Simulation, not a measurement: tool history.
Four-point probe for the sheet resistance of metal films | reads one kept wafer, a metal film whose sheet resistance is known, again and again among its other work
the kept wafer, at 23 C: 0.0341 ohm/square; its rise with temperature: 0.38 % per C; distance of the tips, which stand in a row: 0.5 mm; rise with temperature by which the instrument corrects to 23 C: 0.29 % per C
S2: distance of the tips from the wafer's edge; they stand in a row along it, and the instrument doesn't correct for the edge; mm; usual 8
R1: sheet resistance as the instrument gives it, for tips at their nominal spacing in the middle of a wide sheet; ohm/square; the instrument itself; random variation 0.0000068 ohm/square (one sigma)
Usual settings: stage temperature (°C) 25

Run 1, hour 0: usual settings. Result: R1 0.034307 ohm/square.
Run 2, hour 66.1: usual settings but S2 21 mm. Result: R1 0.034232 ohm/square.
Run 3, hour 155.4: usual settings but S2 21 mm. Result: R1 0.034221 ohm/square.
Run 4, hour 226.9: usual settings but S2 21 mm. Result: R1 0.034235 ohm/square.
Run 5, hour 373.6: usual settings but S2 21 mm. Result: R1 0.034249 ohm/square.
Run 6, hour 485.7: usual settings but S2 19 mm. Result: R1 0.034249 ohm/square.
Run 7, hour 559.4: usual settings but S2 19 mm. Result: R1 0.034248 ohm/square.
Run 8, hour 678.4: usual settings but stage temperature (°C) 30, S2 13 mm. Result: R1 0.034418 ohm/square.
Run 9, hour 756: usual settings but stage temperature (°C) 21, S2 14 mm. Result: R1 0.034144 ohm/square.
Run 10, hour 873.3: usual settings but S2 59 mm. Result: R1 0.034249 ohm/square.
Run 11, hour 1016.2: usual settings but stage temperature (°C) 23, S2 20 mm. Result: R1 0.034217 ohm/square.

3 ways to go on from here, each from the tool as it stands after run 11. What would each give?
Run A, hour 1091.6: usual settings but S2 21 mm. Result: R1 ?.
Run B, hour 1091.6: usual settings but stage temperature (°C) 22, S2 12 mm. Result: R1 ?.
Run C, hour 1091.6: usual settings but stage temperature (°C) 24, S2 4 mm. Result: R1 ?.

run        R1
  A  0.034269
  B  0.034213
  C  0.034522
Without the tool's hidden state the same runs would have given:
run        R1
  A  0.034168
  B  0.034112
  C   0.03442
